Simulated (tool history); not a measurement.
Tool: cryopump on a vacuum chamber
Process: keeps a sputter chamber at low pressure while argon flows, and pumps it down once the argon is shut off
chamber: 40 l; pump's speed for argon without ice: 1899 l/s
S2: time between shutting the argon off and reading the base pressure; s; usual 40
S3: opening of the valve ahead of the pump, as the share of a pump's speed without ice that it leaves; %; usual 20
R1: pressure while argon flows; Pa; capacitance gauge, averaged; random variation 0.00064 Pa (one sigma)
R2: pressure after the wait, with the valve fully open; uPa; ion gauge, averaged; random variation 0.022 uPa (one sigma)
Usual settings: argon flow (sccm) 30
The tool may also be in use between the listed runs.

run 1 hour=0 | argon_flow_(sccm)=30 S2=40 S3=20 | R1=0.1367 R2=1
run 2 hour=43.6 | argon_flow_(sccm)=30 S2=40 S3=20 | R1=0.1385 R2=0.96
run 3 hour=69.9 | argon_flow_(sccm)=30 S2=40 S3=20 | R1=0.1387 R2=0.99
run 4 hour=101.6 | argon_flow_(sccm)=30 S2=40 S3=20 | R1=0.1385 R2=1.06
run 5 hour=142.3 | argon_flow_(sccm)=30 S2=88 S3=20 | R1=0.1396 R2=0.82
run 6 hour=173.2 | argon_flow_(sccm)=30 S2=88 S3=20 | R1=0.1397 R2=0.88
run 7 hour=209.4 | argon_flow_(sccm)=30 S2=88 S3=20 | R1=0.1407 R2=0.85
run 8 hour=253.1 | argon_flow_(sccm)=30 S2=88 S3=20 | R1=0.1411 R2=0.92
run 9 hour=291.2 | argon_flow_(sccm)=30 S2=40 S3=20 | R1=0.1431 R2=1.21
run 10 hour=310.6 | argon_flow_(sccm)=30 S2=40 S3=20 | R1=0.1413 R2=1.2
run 11 hour=350.9 | argon_flow_(sccm)=30 S2=40 S3=20 | R1=0.1335 R2=1.01
run 12 hour=398 | argon_flow_(sccm)=14 S2=40 S3=20 | R1=0.0633 R2=1.04
run 13 hour=417.3 | argon_flow_(sccm)=13 S2=102 S3=32 | R1=0.0375 R2=0.78
run 14 hour=454.4 | argon_flow_(sccm)=13 S2=44 S3=25 | R1=0.0477 R2=1.06
run 15 hour=478.6 | argon_flow_(sccm)=15 S2=114 S3=25 | R1=0.0548 R2=0.79
run 16 hour=513 | argon_flow_(sccm)=18 S2=49 S3=29 | R1=0.0578 R2=1.02
run 17 hour=542.9 | argon_flow_(sccm)=18 S2=49 S3=29 | R1=0.0575 R2=0.99
run 18 hour=578.5 | argon_flow_(sccm)=24 S2=51 S3=29 | R1=0.0769 R2=1.02
run 19 hour=624.9 | argon_flow_(sccm)=24 S2=51 S3=29 | R1=0.0786 R2=1.06

Not shown: 1 entry that the log had between the listed runs. Between which runs, and how does the tool's hidden state differ before and after?
Between runs 10 and 11: pump warmed up, emptied and cooled again (hour 350.9)
  pump's speed, % of a pump's without ice: 75.7 -> 99.9; cold plate's temperature, K: 12.7 -> 12.71; leak into the chamber, uPa l/s: 1073 -> 1085
  measured less the result without the state, R1: +0.009 -> +0.0004 Pa; R2: +0.61 -> +0.42 uPa
